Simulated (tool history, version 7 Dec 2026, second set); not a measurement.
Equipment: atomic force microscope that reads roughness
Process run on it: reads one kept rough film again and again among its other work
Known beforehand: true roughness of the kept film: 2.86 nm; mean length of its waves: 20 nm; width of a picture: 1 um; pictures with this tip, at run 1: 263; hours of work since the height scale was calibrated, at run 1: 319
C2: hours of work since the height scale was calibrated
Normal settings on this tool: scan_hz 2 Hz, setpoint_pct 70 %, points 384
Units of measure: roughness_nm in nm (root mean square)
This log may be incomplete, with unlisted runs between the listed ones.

Run 1, hour 0: usual settings; pictures with this tip 263; C2 319. Result: roughness_nm 2.262 nm (root mean square).
Run 2, hour 8.4: usual settings but scan_hz 0.55 Hz; pictures with this tip 273; C2 324. Result: roughness_nm 2.407 nm (root mean square).
Run 3, hour 17: usual settings but scan_hz 0.55 Hz; pictures with this tip 282; C2 330. Result: roughness_nm 2.403 nm (root mean square).
Run 4, hour 30.4: usual settings but scan_hz 0.55 Hz; pictures with this tip 297; C2 339. Result: roughness_nm 2.394 nm (root mean square).
Run 5, hour 42: usual settings; pictures with this tip 310; C2 346. Result: roughness_nm 2.246 nm (root mean square).
Run 6, hour 56.3: usual settings; pictures with this tip 326; C2 355. Result: roughness_nm 2.241 nm (root mean square).
At hour 64: new tip fitted.
Run 7, hour 69.5: usual settings but points 693; pictures with this tip 6; C2 364. Result: roughness_nm 2.313 nm (root mean square).
Run 8, hour 80.2: usual settings but scan_hz 2.45 Hz; pictures with this tip 18; C2 371. Result: roughness_nm 2.202 nm (root mean square).
Run 9, hour 97.3: usual settings but scan_hz 2.45 Hz; pictures with this tip 37; C2 382. Result: roughness_nm 2.224 nm (root mean square).
Run 10, hour 112.2: usual settings but setpoint_pct 76 %; pictures with this tip 54; C2 392. Result: roughness_nm 2.204 nm (root mean square).
Run 11, hour 128.5: usual settings but setpoint_pct 76 %; pictures with this tip 72; C2 402. Result: roughness_nm 2.195 nm (root mean square).
Run 12, hour 136.1: usual settings but setpoint_pct 76 %, points 588; pictures with this tip 81; C2 407. Result: roughness_nm 2.204 nm (root mean square).
Run 13, hour 149.1: usual settings but setpoint_pct 76 %, points 588; pictures with this tip 95; C2 416. Result: roughness_nm 2.21 nm (root mean square).
Run 14, hour 164.4: usual settings but scan_hz 3.65 Hz, setpoint_pct 57 %, points 471; pictures with this tip 112; C2 426. Result: roughness_nm 2.315 nm (root mean square).
Run 15, hour 173.8: usual settings but scan_hz 1.13 Hz, setpoint_pct 66 %, points 391; pictures with this tip 123; C2 432. Result: roughness_nm 2.371 nm (root mean square).
Run 16, hour 188.5: usual settings but scan_hz 1.13 Hz, setpoint_pct 66 %, points 391; pictures with this tip 139; C2 442. Result: roughness_nm 2.369 nm (root mean square).
Run 17, hour 199.5: usual settings but scan_hz 1.91 Hz, setpoint_pct 66 %, points 582; pictures with this tip 152; C2 449. Result: roughness_nm 2.33 nm (root mean square).
Run 18, hour 208.1: usual settings but setpoint_pct 67 %, points 326; pictures with this tip 161; C2 454. Result: roughness_nm 2.27 nm (root mean square).
Run 19, hour 223.8: usual settings but setpoint_pct 82 %, points 833; pictures with this tip 179; C2 465. Result: roughness_nm 2.128 nm (root mean square).
Run 20, hour 240.3: usual settings but scan_hz 1.01 Hz, setpoint_pct 79 %, points 886; pictures with this tip 197; C2 475. Result: roughness_nm 2.323 nm (root mean square).
Run 21, hour 249.7: usual settings but scan_hz 1.01 Hz, setpoint_pct 79 %, points 886; pictures with this tip 208; C2 482. Result: roughness_nm 2.335 nm (root mean square).
Run 22, hour 261.6: usual settings but scan_hz 1.01 Hz, setpoint_pct 79 %, points 886; pictures with this tip 221; C2 489. Result: roughness_nm 2.322 nm (root mean square).
Run 23, hour 278.1: usual settings but scan_hz 1.01 Hz, setpoint_pct 79 %, points 698; pictures with this tip 240; C2 500. Result: roughness_nm 2.319 nm (root mean square).

Hidden condition of the tool, last listed run before each entry between runs versus first listed run after:
After run 6, before run 7: new tip fitted (hour 64)
  radius of the tip, nm: 5.1 -> 5
